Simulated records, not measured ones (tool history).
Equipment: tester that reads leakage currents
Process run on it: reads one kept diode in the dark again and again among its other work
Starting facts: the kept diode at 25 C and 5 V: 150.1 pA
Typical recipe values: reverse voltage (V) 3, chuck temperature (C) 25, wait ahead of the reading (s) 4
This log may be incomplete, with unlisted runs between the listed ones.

run     day  reverse voltage (V)  chuck temperature (C)  wait ahead of the reading (s)  current that the tester gives (pA)
  1       0                    3                     25                              4                              117.42
  2   0.683                    3                     25                              4                              118.05
  3   1.238                    3                     25                              4                              118.06
  4   2.192                    3                     25                              4                              118.06
  5   2.762                    3                     25                              4                              118.04
  6   3.808                    3                     25                              4                               117.9
  7   4.342                    3                     25                              4                              117.59
  8   5.042                    3                     25                              4                              118.25
  9   5.829                    3                     25                              4                              117.69
 10     6.5                    3                     55                              4                             1421.12
 11   7.383                    3                     55                              4                             1436.62
 12   8.458                    3                     55                              4                             1423.04
 13   9.467                    3                     55                              4                             1425.46
 14  10.321                    3                     55                              4                             1433.83
 15  11.554                    3                     55                              4                             1428.21
 16  12.275                    3                     55                              4                             1425.89
 17  13.029                    3                     55                              4                             1428.53
 18  14.229                    3                     55                              4                             1432.45
 19  15.471                    3                     25                              4                              117.51
 20  16.338                    3                     25                              4                              117.14
 21  17.062                 14.6                     25                              4                               249.6
 22  17.742                    3                     32                              4                              220.84
 23    18.3                    3                     32                              4                              221.26
 24  19.229                    3                     32                           3.06                              221.71
 25  20.017                    3                     32                           3.06                              221.34
 26  20.638                 2.37                     32                           3.77                              197.18
 27  21.779                 1.94                     25                              4                               95.69
 28  22.462                 1.94                     25                              4                               96.02
 29  23.112                 1.94                     25                           3.03                               96.12
 30  24.117                 1.94                     25                           3.03                               95.51
 31  25.012                 1.94                     25                           3.03                               95.41
 32   25.85                 1.94                     56                           3.03                             1257.51
     26.725  -- chuck's temperature calibrated
 33  26.912                 2.81                     52                              4                             1101.14
 34  28.158                 4.74                     33                           1.41                              298.59
 35  29.246                 3.22                     23                           3.67                              101.31
 36  30.083                 3.13                     25                              4                              120.07
 37  31.312                 7.55                     46                              4                              1102.7
 38    32.3                 3.85                     25                           2.97                              133.24
 39  33.296                 3.85                     25                           2.97                              132.32

Measured result minus the same run's result without the hidden state. Both carry the same run-to-run variation, though not necessarily the same gauge scatter:
The hidden state here: stray current of the dirty probe card, pA a volt; current scale over the true one, %; true chuck temperature over the reading, C; drift of the gauge itself on leakage_pa, %.
run  current that the tester gives (pA)
  1                               +0.07
  2                               +0.06
  3                               +0.07
  4                               +0.07
  5                               +0.07
  6                               +0.08
  7                               +0.08
  8                               +0.08
  9                               +0.08
 10                               +0.65
 11                               +0.69
 12                                +0.7
 13                               +0.73
 14                               +0.76
 15                               +0.78
 16                               +0.79
 17                               +0.81
 18                               +0.85
 19                                +0.1
 20                               +0.11
 21                               +0.29
 22                               +0.18
 23                               +0.19
 24                               +0.19
 25                                +0.2
 26                               +0.17
 27                                +0.1
 28                                +0.1
 29                                +0.1
 30                                +0.1
 31                                +0.1
 32                               +0.97
 33                               -0.11
 34                               +0.01
 35                               +0.02
 36                               +0.02
 37                               +0.01
 38                               +0.03
 39                               +0.03
